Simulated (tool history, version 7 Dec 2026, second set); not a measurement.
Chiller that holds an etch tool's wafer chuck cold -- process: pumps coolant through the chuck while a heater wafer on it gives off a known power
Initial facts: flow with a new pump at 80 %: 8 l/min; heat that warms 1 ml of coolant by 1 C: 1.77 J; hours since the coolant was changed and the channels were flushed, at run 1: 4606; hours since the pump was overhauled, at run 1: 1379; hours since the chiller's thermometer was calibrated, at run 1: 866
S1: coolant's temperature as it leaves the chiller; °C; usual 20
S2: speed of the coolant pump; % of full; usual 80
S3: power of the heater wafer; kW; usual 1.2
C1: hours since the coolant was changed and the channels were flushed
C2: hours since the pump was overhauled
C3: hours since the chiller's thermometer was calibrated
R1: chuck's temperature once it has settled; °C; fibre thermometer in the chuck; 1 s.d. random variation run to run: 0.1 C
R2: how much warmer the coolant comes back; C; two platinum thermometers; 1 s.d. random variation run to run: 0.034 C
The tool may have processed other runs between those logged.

run 1 hour=0 | S1=20 S2=80 S3=1.2 | C1=4606 C2=1379 C3=866 | R1=31.8 R2=5.13
run 2 hour=60.4 | S1=20 S2=80 S3=1.2 | C1=4667 C2=1440 C3=926 | R1=31.9 R2=5.1
run 3 hour=105.4 | S1=20 S2=80 S3=1.2 | C1=4712 C2=1485 C3=971 | R1=32 R2=5.09
run 4 hour=154.8 | S1=20 S2=80 S3=1.2 | C1=4761 C2=1534 C3=1020 | R1=32 R2=5.04
run 5 hour=181.1 | S1=20 S2=80 S3=1.2 | C1=4787 C2=1560 C3=1047 | R1=32 R2=5.14
run 6 hour=206.3 | S1=20 S2=80 S3=1.2 | C1=4813 C2=1586 C3=1072 | R1=32.1 R2=5.12
run 7 hour=241.9 | S1=20 S2=80 S3=1.2 | C1=4848 C2=1621 C3=1107 | R1=31.8 R2=5.08
run 8 hour=274.7 | S1=20 S2=80 S3=1.2 | C1=4881 C2=1654 C3=1140 | R1=31.7 R2=5.07
run 9 hour=304.3 | S1=20 S2=80 S3=1.2 | C1=4911 C2=1684 C3=1170 | R1=31.8 R2=5.12
run 10 hour=355.8 | S1=20 S2=80 S3=1.2 | C1=4962 C2=1735 C3=1221 | R1=32 R2=5.07
run 11 hour=399.5 | S1=20 S2=80 S3=1.2 | C1=5006 C2=1779 C3=1265 | R1=31.9 R2=5.12
run 12 hour=433.6 | S1=20 S2=80 S3=1.2 | C1=5040 C2=1813 C3=1299 | R1=31.9 R2=5.12
run 13 hour=490.4 | S1=20 S2=80 S3=1.2 | C1=5097 C2=1870 C3=1356 | R1=31.9 R2=5.14
run 14 hour=520.3 | S1=20 S2=80 S3=1.2 | C1=5127 C2=1900 C3=1386 | R1=31.9 R2=5.12
run 15 hour=554.7 | S1=21 S2=80 S3=1.2 | C1=5161 C2=1934 C3=1420 | R1=32.8 R2=5.15
run 16 hour=600.3 | S1=21 S2=80 S3=1.284 | C1=5207 C2=1980 C3=1466 | R1=33.8 R2=5.4
run 17 hour=630.8 | S1=26 S2=80 S3=0.771 | C1=5237 C2=2010 C3=1496 | R1=33.8 R2=3.31
run 18 hour=683.7 | S1=10 S2=71 S3=1.2 | C1=5290 C2=2063 C3=1549 | R1=23.1 R2=5.8
run 19 hour=720.9 | S1=18 S2=60 S3=1.404 | C1=5327 C2=2100 C3=1587 | R1=35.5 R2=8.2
run 20 hour=750.1 | S1=15 S2=61 S3=1.653 | C1=5356 C2=2129 C3=1616 | R1=35 R2=9.46
run 21 hour=788.3 | S1=13 S2=80 S3=1.355 | C1=5395 C2=2168 C3=1654 | R1=26.4 R2=5.72
run 22 hour=849.3 | S1=13 S2=80 S3=1.355 | C1=5456 C2=2229 C3=1715 | R1=26.5 R2=5.78
run 23 hour=905.1 | S1=19 S2=79 S3=0.746 | C1=5511 C2=2284 C3=1771 | R1=26.3 R2=3.2
run 24 hour=933.9 | S1=19 S2=79 S3=0.746 | C1=5540 C2=2313 C3=1799 | R1=26.5 R2=3.24

Estimate the outcome of run 25 from the log above:
run 25 hour=990.6 | S1=19 S2=79 S3=0.746 | C1=5597 C2=2370 C3=1856 | R1=? R2=?

R1: 26.7 °C
R2: 3.17 C
Minus the tool's unlogged condition, the same run would have read R1 26.7 °C, R2 3.17 C.
